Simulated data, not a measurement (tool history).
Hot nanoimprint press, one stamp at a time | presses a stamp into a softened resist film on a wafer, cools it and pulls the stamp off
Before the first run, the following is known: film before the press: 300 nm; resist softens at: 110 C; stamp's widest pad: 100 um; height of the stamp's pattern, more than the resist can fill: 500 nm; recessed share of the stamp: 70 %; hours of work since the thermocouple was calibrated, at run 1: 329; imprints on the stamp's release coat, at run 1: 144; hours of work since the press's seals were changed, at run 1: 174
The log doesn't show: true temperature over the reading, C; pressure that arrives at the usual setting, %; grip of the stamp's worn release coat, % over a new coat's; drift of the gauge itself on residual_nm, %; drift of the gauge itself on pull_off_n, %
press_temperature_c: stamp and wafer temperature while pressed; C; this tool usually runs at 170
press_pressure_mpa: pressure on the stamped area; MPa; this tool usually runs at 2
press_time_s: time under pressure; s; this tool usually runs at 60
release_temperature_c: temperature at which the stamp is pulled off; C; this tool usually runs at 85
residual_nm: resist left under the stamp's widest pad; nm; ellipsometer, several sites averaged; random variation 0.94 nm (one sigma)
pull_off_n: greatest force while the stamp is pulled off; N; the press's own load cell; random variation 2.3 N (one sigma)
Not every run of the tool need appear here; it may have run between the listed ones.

run    day  press_temperature_c  press_pressure_mpa  press_time_s  release_temperature_c  hours of work since the thermocouple was calibrated  imprints on the stamp's release coat  hours of work since the press's seals were changed  residual_nm  pull_off_n
  1      0                  170                   2            60                     85                                                  329                                   144                                                 174        141.7         211
  2  0.225                  170                   2            60                     85                                                  332                                   159                                                 177        141.3         214
  3  0.454                  170                   2            60                     85                                                  335                                   174                                                 180          142         214
  4  0.667                  170                   2            37                     85                                                  337                                   189                                                 182        165.3         215
  5  1.133                  172                   2            37                     85                                                  342                                   220                                                 187        150.3         217
  6  1.633                  170                   2            60                     85                                                  348                                   253                                                 193        141.3         214
  7      2                  170                   2            60                     85                                                  353                                   278                                                 198        142.6         217
  8  2.217                  170                   2            60                     85                                                  355                                   292                                                 200        141.9         216
  9  2.712                  170                   2            60                     85                                                  361                                   325                                                 206        143.3         218
 10  3.079                  170                   2            60                     85                                                  365                                   350                                                 210        142.4         214
 11  3.379                  170                   2            60                     85                                                  369                                   370                                                 214        143.4         221
 12  3.738                  170                   2            60                     85                                                  373                                   394                                                 218        143.3         219
 13  3.979                  170                   2            70                     85                                                  376                                   410                                                 221        134.8         219
 14  4.196                  170                   2            92                     85                                                  378                                   425                                                 223        125.5         221
 15  4.433                  170                   2            92                     85                                                  381                                   440                                                 226        124.5         218
 16  4.883                  172                1.91            51                     85                                                  386                                   471                                                 231        140.9         223
 17  5.129                  172                1.91            51                     85                                                  389                                   487                                                 234        141.9         225
 18  5.383                  170                   2            60                     86                                                  392                                   504                                                 237        144.5         222
 19  5.817                  170                   2            52                     85                                                  397                                   533                                                 242        150.5         222
 20   6.15                  170                   2            52                     89                                                  401                                   555                                                 246          150         217
 21  6.575                  181                   2            60                     80                                                  406                                   583                                                 251         88.5         239
 22  6.812                  181                   2            60                     80                                                  408                                   599                                                 253         89.2         233
 23    7.1                  181                   2            60                     74                                                  412                                   619                                                 257         88.3         247
 24  7.554                  170                1.41            60                     85                                                  417                                   649                                                 262        173.5         231
 25  7.821                  170                 2.6            46                     85                                                  420                                   667                                                 265        136.7         226
 26  8.275                  166                2.72            46                     85                                                  425                                   697                                                 271          159         229
 27  8.592                  170                2.69            49                     85                                                  429                                   718                                                 274        130.5         231
 28  8.829                  170                2.57            37                     85                                                  432                                   734                                                 277        147.9         233
 29  9.062                  171                   2            60                     89                                                  435                                   750                                                 280        137.2         229
 30  9.488                  176                   2            60                     89                                                  440                                   778                                                 285        110.4         227

For some of the steps in residual_nm from one run to the next: how much would appear even if the tool had no hidden state, given the settings, what came in and random variation, and how much remains for the hidden state plus any gauge scatter that the measured result and the result without hidden state don't share?
Run 20 -> 21: press_temperature_c 170 -> 181, press_time_s 52 -> 60, release_temperature_c 89 -> 80. residual_nm -61.5 nm: hidden state -5.4, all else -56.1.
Run 23 -> 24: press_temperature_c 181 -> 170, press_pressure_mpa 2 -> 1.41, release_temperature_c 74 -> 85. residual_nm +85.2 nm: hidden state +6.6, all else +78.6.
Run 24 -> 25: press_pressure_mpa 1.41 -> 2.6, press_time_s 60 -> 46. residual_nm -36.8 nm: hidden state -1.1, all else -35.7.
Run 29 -> 30: press_temperature_c 171 -> 176. residual_nm -26.8 nm: hidden state -2.6, all else -24.2.
